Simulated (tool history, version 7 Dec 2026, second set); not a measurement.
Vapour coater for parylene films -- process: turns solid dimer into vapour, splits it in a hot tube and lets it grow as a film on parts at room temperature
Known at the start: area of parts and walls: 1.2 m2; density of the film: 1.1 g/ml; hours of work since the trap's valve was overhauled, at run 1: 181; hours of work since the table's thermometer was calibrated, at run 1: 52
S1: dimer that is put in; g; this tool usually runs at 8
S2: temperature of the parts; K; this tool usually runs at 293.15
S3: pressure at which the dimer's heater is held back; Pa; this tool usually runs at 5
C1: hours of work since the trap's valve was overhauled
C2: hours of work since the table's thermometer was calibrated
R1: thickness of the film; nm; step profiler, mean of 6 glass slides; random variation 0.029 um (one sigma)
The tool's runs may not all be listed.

run,hour,S1,S2,S3,C1,C2,R1
1,0,8,293.15,5,181,52,4280
2,11.4,8,293.15,3.69,190,61,4510
3,37.4,8,293.15,3.69,211,81,4490
4,58,8,293.15,3.69,227,98,4500
5,73.2,8,293.15,3.69,239,110,4460
6,91.5,3,293.15,3.69,254,125,1620
7,113.5,3,293.15,11.04,271,142,1340
8,124,11,293.15,5,280,151,5770
9,150,8,289.15,5,300,171,4490
10,167.3,8,289.15,5,314,185,4450
11,192,8,289.15,5,334,205,4390
# hour 205.7: trap's valve overhauled
12,212,8,289.15,5.03,5,218,4870
13,233.3,8,289.15,5.03,22,235,4740
14,258.6,4,293.15,2.21,42,255,2620
15,271.6,3,293.15,2.21,53,265,1940
16,295.4,6,290.15,8.51,72,284,3130
17,318.5,6,290.15,8.51,90,303,3130
18,335.5,6,290.15,8.51,104,316,3120

For each run, the measured value with the value that run would have given without the tool's hidden condition subtracted. The run-to-run variation is shared by both, the gauge scatter possibly not:
The hidden state here: vapour lost through the trap's worn valve, %; true temperature of the parts over the reading, C; drift of the gauge itself on film_um, %.
run,R1
1,-230
2,-240
3,-270
4,-300
5,-310
6,-120
7,-100
8,-450
9,-380
10,-390
11,-420
12,-30
13,-40
14,-30
15,-30
16,-70
17,-80
18,-90
